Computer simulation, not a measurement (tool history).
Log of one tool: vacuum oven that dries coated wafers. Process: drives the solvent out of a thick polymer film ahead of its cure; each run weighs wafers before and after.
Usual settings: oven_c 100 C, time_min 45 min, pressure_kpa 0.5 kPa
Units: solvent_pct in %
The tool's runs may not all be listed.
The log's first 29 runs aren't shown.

| run | day | oven_c | time_min | pressure_kpa | hours of work since the thermocouples were calibrated | hours of work since the vacuum gauge was cleaned of residue | solvent_pct |
|---|---|---|---|---|---|---|---|
| 30 | 12.242 | 100 | 23 | 0.5 | 581 | 25 | 5.39 |
| 31 | 12.7 | 106 | 59 | 1.022 | 586 | 30 | 1.55 |
| 32 | 13.217 | 106 | 59 | 1.022 | 591 | 36 | 1.59 |
| 33 | 13.733 | 106 | 75 | 0.342 | 596 | 41 | 0.61 |
| 34 | 14.258 | 91 | 27 | 0.342 | 602 | 47 | 8.55 |
| 35 | 14.575 | 99 | 23 | 1.765 | 605 | 50 | 7.9 |
| 36 | 15.05 | 99 | 27 | 0.304 | 610 | 55 | 4.64 |
| 37 | 15.458 | 99 | 27 | 0.304 | 615 | 59 | 4.66 |
| 38 | 15.917 | 99 | 27 | 0.304 | 620 | 64 | 4.69 |
| 39 | 16.35 | 99 | 27 | 0.819 | 624 | 69 | 5.44 |
| 40 | 16.804 | 88 | 27 | 0.515 | 629 | 74 | 10.42 |
| 41 | 17.196 | 91 | 45 | 0.74 | 633 | 78 | 5.91 |
| 42 | 17.583 | 90 | 58 | 1.594 | 637 | 82 | 6.96 |
| 43 | 18.092 | 114 | 23 | 0.264 | 643 | 87 | 1.01 |
| 44 | 18.562 | 114 | 23 | 0.264 | 647 | 92 | 1.02 |
| 45 | 19.054 | 100 | 51 | 0.5 | 653 | 97 | 1.8 |
| 46 | 19.379 | 100 | 27 | 1.642 | 656 | 101 | 6.39 |

Forecast each of these 3 alternatives for the next run:
| A | 19.921 | 100 | 23 | 0.33 | 662 | 107 | ? |
| B | 19.921 | 100 | 32 | 0.53 | 662 | 107 | ? |
| C | 19.921 | 100 | 32 | 0.5 | 662 | 107 | ? |

| run | solvent_pct |
|---|---|
| A | 5.4 |
| B | 3.56 |
| C | 3.53 |
Without the tool's hidden state the same runs would have given:
| run | solvent_pct |
|---|---|
| A | 4.99 |
| B | 3.2 |
| C | 3.19 |

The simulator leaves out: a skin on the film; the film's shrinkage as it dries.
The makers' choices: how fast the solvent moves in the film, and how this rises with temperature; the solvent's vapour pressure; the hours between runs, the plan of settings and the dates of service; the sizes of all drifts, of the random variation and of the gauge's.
